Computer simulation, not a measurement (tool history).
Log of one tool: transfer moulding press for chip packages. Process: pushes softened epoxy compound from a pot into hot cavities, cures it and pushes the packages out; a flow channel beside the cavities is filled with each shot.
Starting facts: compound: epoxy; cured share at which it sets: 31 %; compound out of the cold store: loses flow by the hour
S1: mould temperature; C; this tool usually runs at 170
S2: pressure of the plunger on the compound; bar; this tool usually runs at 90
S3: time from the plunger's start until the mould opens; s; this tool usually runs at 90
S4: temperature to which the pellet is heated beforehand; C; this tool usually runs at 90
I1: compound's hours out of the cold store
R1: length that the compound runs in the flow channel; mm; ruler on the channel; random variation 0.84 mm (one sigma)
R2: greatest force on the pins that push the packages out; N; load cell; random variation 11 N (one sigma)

run,hour,S1,S2,S3,S4,I1,R1,R2
1,0,170,90,90,90,24.8,545.3,738
2,13.9,170,90,90,90,31.8,533.1,749
# hour 20.2: cavities cleaned with cleaning compound and waxed
3,33.5,170,90,90,90,15.1,557.2,633
4,47.8,170,90,90,90,16.2,553.3,717
# hour 51.5: plunger's sealing rings changed
5,69.6,170,90,90,90,14.2,570.1,766
# hour 75.6: cavities cleaned with cleaning compound and waxed
6,82.8,170,90,90,90,8.8,578.5,609
7,99.4,170,90,90,90,19,558.7,678
# hour 109.7: mould's thermocouples calibrated
8,113.6,170,90,90,90,35.4,536.3,786
9,128.5,170,90,123,90,43,522.9,631
# hour 131.8: cavities cleaned with cleaning compound and waxed
10,149.7,170,90,123,90,9.3,573.7,594
11,169.6,170,90,123,90,43.7,520.5,643
# hour 184.6: cavities cleaned with cleaning compound and waxed
12,196.7,170,90,90,92,38.3,526.1,638
13,207.8,170,90,86,90,29.7,539.7,778
14,227,170,90,86,90,8.6,569.5,819
# hour 237.4: cavities cleaned with cleaning compound and waxed
# hour 245: plunger's sealing rings changed
15,257.1,170,95,86,90,26.9,566,710
16,273.4,174,95,86,90,45.8,526.3,667
# hour 294.1: cavities cleaned with cleaning compound and waxed
17,301,174,68.6,116,90,46.2,445,494
18,316.7,174,68.6,116,90,14.4,486.9,578
19,333.1,174,68.6,116,90,41.8,450.3,639
# hour 347.1: cavities cleaned with cleaning compound and waxed
20,358.6,174,89.6,121,100,43.5,510.2,511
21,381,178,70.2,98,81,26,466,610
22,397.8,165,103.2,97,98,22.1,604.5,886
# hour 401.7: cavities cleaned with cleaning compound and waxed
23,422.7,170,90,90,83,27.3,542.9,689
# hour 435.4: plunger's sealing rings changed
24,444.3,175,69.2,90,90,37.5,458.5,659
# hour 458.1: cavities cleaned with cleaning compound and waxed
25,472.3,171,68.4,90,90,36.5,463.3,619
26,497,176,96.2,90,90,24.6,555.9,633
# hour 512: cavities cleaned with cleaning compound and waxed
27,518.8,169,90,90,99,12.3,569.4,618

For each run, the measured value with the value that run would have given without the tool's hidden condition subtracted. The run-to-run variation is shared by both, the gauge scatter possibly not:
What the log doesn't record here: true mould temperature over the reading, C; pressure that reaches the compound, % of what is set; grip of the stained cavities, % over clean ones'; drift of the gauge itself on flow_mm, %; drift of the gauge itself on push_out_n, %.
run,R1,R2
1,-12.3,+195
2,-12.9,+219
3,-14.6,+109
4,-15.4,+179
5,-3.9,+225
6,-4.8,+71
7,-5.7,+165
8,-4.3,+233
9,-5,+202
10,-6.8,+138
11,-7.2,+194
12,-8.8,+135
13,-9.7,+209
14,-11.6,+253
15,-1.5,+157
16,-2.3,+193
17,-3.2,+70
18,-4.3,+151
19,-4.8,+194
20,-6.6,+92
21,-7.3,+177
22,-10.8,+268
23,-11,+161
24,-1.5,+199
25,-3,+122
26,-5,+192
27,-6.7,+60
